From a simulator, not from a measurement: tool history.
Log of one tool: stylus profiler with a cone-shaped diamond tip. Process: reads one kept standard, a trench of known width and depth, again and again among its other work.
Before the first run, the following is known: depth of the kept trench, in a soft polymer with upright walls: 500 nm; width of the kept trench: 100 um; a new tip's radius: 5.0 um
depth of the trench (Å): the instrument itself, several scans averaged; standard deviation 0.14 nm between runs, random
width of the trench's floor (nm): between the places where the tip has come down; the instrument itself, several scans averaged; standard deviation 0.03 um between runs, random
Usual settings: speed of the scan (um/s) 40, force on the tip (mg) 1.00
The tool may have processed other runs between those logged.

run,hour,speed of the scan (um/s),force on the tip (mg),depth of the trench (Å),width of the trench's floor (nm)
1,0.0,40,1.00,5041.4,92530
2,68.2,40,1.00,5041.9,92460
# hour 78.8: height scale calibrated on a step standard
3,124.4,146,1.00,5046.1,92020
4,192.0,40,2.23,5060.8,92440
5,230.5,33,1.00,5046.0,92340
6,268.3,33,1.00,5051.4,92400
7,309.5,33,1.00,5046.1,92350
8,376.0,40,1.86,5058.5,92290
# hour 416.8: height scale calibrated on a step standard, once more
9,420.7,40,1.86,5035.4,92170
10,472.6,40,1.38,5029.3,92240
11,502.6,40,1.00,5021.0,92130
12,532.0,40,1.00,5024.0,92120
13,594.8,16,0.71,5019.8,92170
14,656.9,36,0.77,5018.9,91990
15,698.9,71,2.16,5037.0,91930
16,748.0,48,1.00,5022.9,91930
17,812.0,16,0.57,5018.7,91950
18,841.5,16,0.57,5018.0,91920
19,901.2,16,0.57,5018.7,91890
20,947.9,17,2.08,5038.4,91850
21,1005.2,28,1.02,5027.0,91820
# hour 1042.0: new tip fitted, height scale calibrated
22,1064.9,28,1.02,5025.5,95510
23,1100.0,12,0.66,5019.2,95520

Alternative continuations, all from the tool just after run 23; predict every row:
A,1143.5,150,0.86,?,?
B,1143.5,18,0.66,?,?
C,1143.5,91,2.62,?,?
D,1143.5,14,0.61,?,?
E,1143.5,54,0.74,?,?

run,depth of the trench (Å),width of the trench's floor (nm)
A,5022.0,94920
B,5019.9,95490
C,5043.1,95300
D,5017.7,95420
E,5017.4,95250
Take away the tool's hidden state, keep each run's random variation, and the runs would have read:
run,depth of the trench (Å),width of the trench's floor (nm)
A,5019.8,95000
B,5017.7,95580
C,5040.9,95380
D,5015.5,95510
E,5015.2,95340
